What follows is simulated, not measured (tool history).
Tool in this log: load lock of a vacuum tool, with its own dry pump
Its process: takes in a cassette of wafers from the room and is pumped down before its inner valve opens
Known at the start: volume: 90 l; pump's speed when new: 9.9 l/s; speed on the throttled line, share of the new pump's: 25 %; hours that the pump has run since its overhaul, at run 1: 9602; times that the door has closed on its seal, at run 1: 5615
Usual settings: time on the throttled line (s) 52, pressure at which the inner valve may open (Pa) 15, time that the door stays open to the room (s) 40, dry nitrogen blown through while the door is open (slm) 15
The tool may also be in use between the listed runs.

run	day	time on the throttled line (s)	pressure at which the inner valve may open (Pa)	time that the door stays open to the room (s)	dry nitrogen blown through while the door is open (slm)	hours that the pump has run since its overhaul	times that the door has closed on its seal	incoming humidity of the room's air, %	time from the closed door until the inner valve may open (s)	rise of the pressure with all valves shut (Pa/min)
1	0.000	52	15	40	15	9602	5615	46.2	127.3	0.085
2	14.667	52	15	40	15	9954	7178	45.6	126.6	0.104
3	25.338	52	15	40	15	10210	8315	44.1	128.2	0.126
4	41.133	52	22	40	15	10589	9998	43.1	124.5	0.152
5	52.450	52	15	56	15	10861	11204	48.6	127.9	0.177
6	68.479	52	15	56	15	11245	12912	43.8	129.3	0.202
7	76.092	52	15	56	15	11428	13723	45.3	128.5	0.226
8	89.488	52	15	56	15	11750	15151	48.5	129.3	0.254
9	103.683	52	20	40	15	12090	16664	43.0	125.3	0.280
10	111.588	52	20	40	15	12280	17506	42.2	127.9	0.292
11	123.050	52	20	40	7	12555	18727	43.1	127.3	0.337
12	133.908	52	27	92	7	12816	19885	44.6	123.4	0.374

Run 13 comes next. What will it give?
13	144.929	37	15	116	33	13080	21059	46.8	?	?

{"run 13": {"time from the closed door until the inner valve may open (s)": 119.9, "rise of the pressure with all valves shut (Pa/min)": 0.396}}
If the tool had no hidden condition, the same run with the same run-to-run variation would have returned time from the closed door until the inner valve may open (s) 107.2, rise of the pressure with all valves shut (Pa/min) 0.021.
